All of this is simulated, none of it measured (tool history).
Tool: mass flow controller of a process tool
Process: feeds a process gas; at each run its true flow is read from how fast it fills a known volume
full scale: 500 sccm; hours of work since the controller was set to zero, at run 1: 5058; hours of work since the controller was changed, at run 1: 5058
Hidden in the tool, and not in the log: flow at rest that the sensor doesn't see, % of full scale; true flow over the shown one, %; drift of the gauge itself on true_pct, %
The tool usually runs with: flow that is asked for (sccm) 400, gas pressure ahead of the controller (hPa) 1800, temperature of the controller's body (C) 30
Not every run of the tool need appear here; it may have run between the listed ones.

run	day	flow that is asked for (sccm)	gas pressure ahead of the controller (hPa)	temperature of the controller's body (C)	hours of work since the controller was set to zero	hours of work since the controller was changed	true flow (%)
1	0	400	1800	30	5058	5058	100.38
2	9.262	400	1800	30	5190	5190	100.35
3	20.642	400	1800	30	5352	5352	100.28
4	32.212	400	1800	30	5517	5517	100.22
5	44.808	400	1800	30	5696	5696	100.31
6	63.029	400	1800	30	5956	5956	100.29
7	71.867	400	1800	30	6082	6082	100.29
8	86.188	400	1800	30	6286	6286	100.28
9	96.338	400	1800	30	6430	6430	100.26
10	107.783	400	1800	30	6593	6593	100.27
11	125.467	400	1800	30	6845	6845	100.29
12	136.346	400	1800	30	7000	7000	100.25
13	144.146	400	1800	30	7111	7111	100.35
14	161.554	400	1800	30	7359	7359	100.31
15	178.121	400	1800	30	7595	7595	100.33
16	187.346	400	1800	30	7727	7727	100.38
17	195.142	400	1800	30	7838	7838	100.3
18	203.762	400	1800	30	7960	7960	100.26
19	215.929	400	1800	30	8134	8134	100.36
20	233.462	400	1800	22	8383	8383	99.49
# day 243.779: controller's zero set anew
21	251.854	400	1800	22	115	8645	99.41
22	260.7	66	2250	26	241	8771	99.63
23	279.888	66	2250	26	514	9044	99.55
24	297.371	66	2250	26	763	9293	99.57
25	316.254	415	2160	32	1032	9562	100.62
# day 318.217: controller exchanged for a calibrated one
26	325.4	406	2160	22	102	102	99.57
27	338.542	406	2160	22	290	290	99.58
28	353.696	406	1780	27	505	505	99.94
29	362.092	206	2060	28	625	625	99.81
30	372.958	180	2450	30	780	780	100.29

For run 31, what comes out?
31	386.45	400	1800	24	972	972	?

true flow (%): 99.75
The same run, on a tool lacking any hidden state, would have yielded true flow (%) 99.75.

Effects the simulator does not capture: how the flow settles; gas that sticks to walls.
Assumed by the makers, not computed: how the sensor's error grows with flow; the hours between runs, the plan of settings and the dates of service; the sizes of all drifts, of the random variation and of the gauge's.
